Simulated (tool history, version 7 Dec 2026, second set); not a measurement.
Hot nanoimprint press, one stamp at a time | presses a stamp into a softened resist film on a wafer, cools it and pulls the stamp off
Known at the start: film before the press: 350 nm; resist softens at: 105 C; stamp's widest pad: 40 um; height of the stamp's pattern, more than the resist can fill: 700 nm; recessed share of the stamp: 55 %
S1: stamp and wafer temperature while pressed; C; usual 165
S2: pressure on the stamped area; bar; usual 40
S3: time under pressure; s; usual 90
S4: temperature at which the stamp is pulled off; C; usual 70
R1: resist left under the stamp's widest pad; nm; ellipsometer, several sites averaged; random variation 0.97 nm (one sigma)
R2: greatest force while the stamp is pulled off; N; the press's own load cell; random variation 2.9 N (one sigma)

run 1 hour=0 | S1=165 S2=40 S3=90 S4=70 | R1=191.1 R2=137
-- hour=9.3 plate thermocouple calibrated
run 2 hour=80.5 | S1=165 S2=40 S3=90 S4=70 | R1=189.4 R2=136
run 3 hour=160 | S1=165 S2=45.4 S3=90 S4=70 | R1=180.7 R2=134
run 4 hour=232.1 | S1=165 S2=40 S3=90 S4=58 | R1=191.4 R2=148
-- hour=268.5 stamp cleaned and given a new release coat
run 5 hour=314 | S1=165 S2=40 S3=90 S4=58 | R1=192.1 R2=145
run 6 hour=354.1 | S1=165 S2=40 S3=126 S4=70 | R1=172.2 R2=135
run 7 hour=422 | S1=165 S2=40 S3=126 S4=70 | R1=171.6 R2=139
run 8 hour=488.6 | S1=165 S2=40 S3=126 S4=70 | R1=170.8 R2=136
run 9 hour=528.9 | S1=165 S2=40 S3=126 S4=70 | R1=170.1 R2=139
run 10 hour=598.6 | S1=165 S2=40 S3=126 S4=70 | R1=170.3 R2=148
run 11 hour=682.6 | S1=165 S2=40 S3=90 S4=71 | R1=192.2 R2=132
-- hour=728.1 stamp cleaned and given a new release coat
run 12 hour=749.9 | S1=165 S2=40 S3=90 S4=71 | R1=191.7 R2=135
run 13 hour=801.1 | S1=165 S2=40 S3=90 S4=71 | R1=189.8 R2=136
run 14 hour=870.2 | S1=165 S2=40 S3=90 S4=71 | R1=191 R2=138
run 15 hour=949.8 | S1=161 S2=40 S3=90 S4=71 | R1=231.3 R2=133
run 16 hour=1011.9 | S1=161 S2=40 S3=90 S4=71 | R1=229.7 R2=141
run 17 hour=1094.1 | S1=156 S2=40 S3=115 S4=74 | R1=265.6 R2=134
run 18 hour=1166.4 | S1=165 S2=40 S3=72 S4=70 | R1=202.3 R2=139
-- hour=1184.8 stamp cleaned and given a new release coat
run 19 hour=1215.9 | S1=165 S2=40 S3=72 S4=70 | R1=205.4 R2=136
run 20 hour=1267.7 | S1=165 S2=40 S3=72 S4=70 | R1=204.7 R2=141
-- hour=1300.1 plate thermocouple calibrated
run 21 hour=1328.2 | S1=158 S2=53.5 S3=70 S4=65 | R1=253.8 R2=143
run 22 hour=1382.5 | S1=158 S2=57.2 S3=70 S4=65 | R1=243.3 R2=139
-- hour=1406.7 press's hydraulic seals changed and the load cell set to zero
run 23 hour=1439.4 | S1=172 S2=40 S3=81 S4=70 | R1=138.7 R2=140

Run 24 comes next. What will it give?
run 24 hour=1480.8 | S1=157 S2=40 S3=76 S4=70 | R1=? R2=?

Run 24 gave R1 280 nm, R2 137 N.
Without the tool's hidden state the same run would have given R1 280.1 nm, R2 136 N.

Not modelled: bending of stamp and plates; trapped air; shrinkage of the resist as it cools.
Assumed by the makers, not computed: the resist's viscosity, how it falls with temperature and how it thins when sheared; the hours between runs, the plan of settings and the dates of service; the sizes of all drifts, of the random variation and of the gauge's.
